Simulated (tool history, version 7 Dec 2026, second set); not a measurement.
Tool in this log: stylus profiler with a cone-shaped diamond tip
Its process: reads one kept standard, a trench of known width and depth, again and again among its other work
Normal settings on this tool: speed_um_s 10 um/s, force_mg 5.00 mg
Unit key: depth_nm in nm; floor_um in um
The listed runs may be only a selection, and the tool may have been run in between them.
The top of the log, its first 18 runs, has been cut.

run,day,speed_um_s,force_mg,scans with this tip,hours of work since the height scale was calibrated,depth_nm,floor_um
19,39.054,10,5.00,4768,606,1013.94,45.16
20,41.108,10,5.00,4939,628,1013.77,45.14
21,43.038,10,5.00,5100,648,1013.55,45.14
22,45.050,29,9.94,5267,669,1020.16,45.10
23,47.542,29,9.94,5475,696,1019.89,45.03
24,48.875,3,11.85,5586,710,1021.94,45.07
25,50.875,3,11.85,5753,731,1022.49,45.07
26,53.708,7,4.46,5989,761,1013.45,45.02
27,54.933,8,11.90,6091,774,1022.79,45.01
28,57.621,3,8.49,6315,802,1018.77,44.96
29,59.604,4,7.13,6480,823,1016.88,44.97
30,61.004,28,14.92,6597,838,1026.66,44.88
31,63.862,5,2.65,6835,869,1011.11,44.85
32,65.554,5,2.65,6976,886,1011.04,44.84
33,68.104,20,2.51,7189,913,1011.27,44.75
34,69.817,4,3.70,7331,932,1012.73,44.83
35,71.875,25,8.52,7503,953,1019.41,44.76
36,74.533,25,8.52,7724,982,1019.91,44.68
37,77.021,25,8.52,7932,1008,1019.68,44.72
38,79.292,2,8.17,8121,1032,1019.42,44.76
39,81.038,7,2.89,8266,1050,1012.08,44.64
40,83.175,20,8.32,8444,1073,1019.99,44.63

Here are 5 independent what-if runs from the current tool condition. What would each one return?
A,85.758,10,2.57,8660,1100,?,?
B,85.758,29,5.00,8660,1100,?,?
C,85.758,6,2.78,8660,1100,?,?
D,85.758,8,3.50,8660,1100,?,?
E,85.758,8,8.32,8660,1100,?,?

run,depth_nm,floor_um
A,1011.40,44.56
B,1015.91,44.59
C,1012.56,44.58
D,1013.65,44.63
E,1020.08,44.62
Take away the tool's hidden state, keep each run's random variation, and the runs would have read:
run,depth_nm,floor_um
A,1006.33,45.93
B,1010.82,45.96
C,1007.48,45.95
D,1008.57,46.00
E,1014.96,45.98
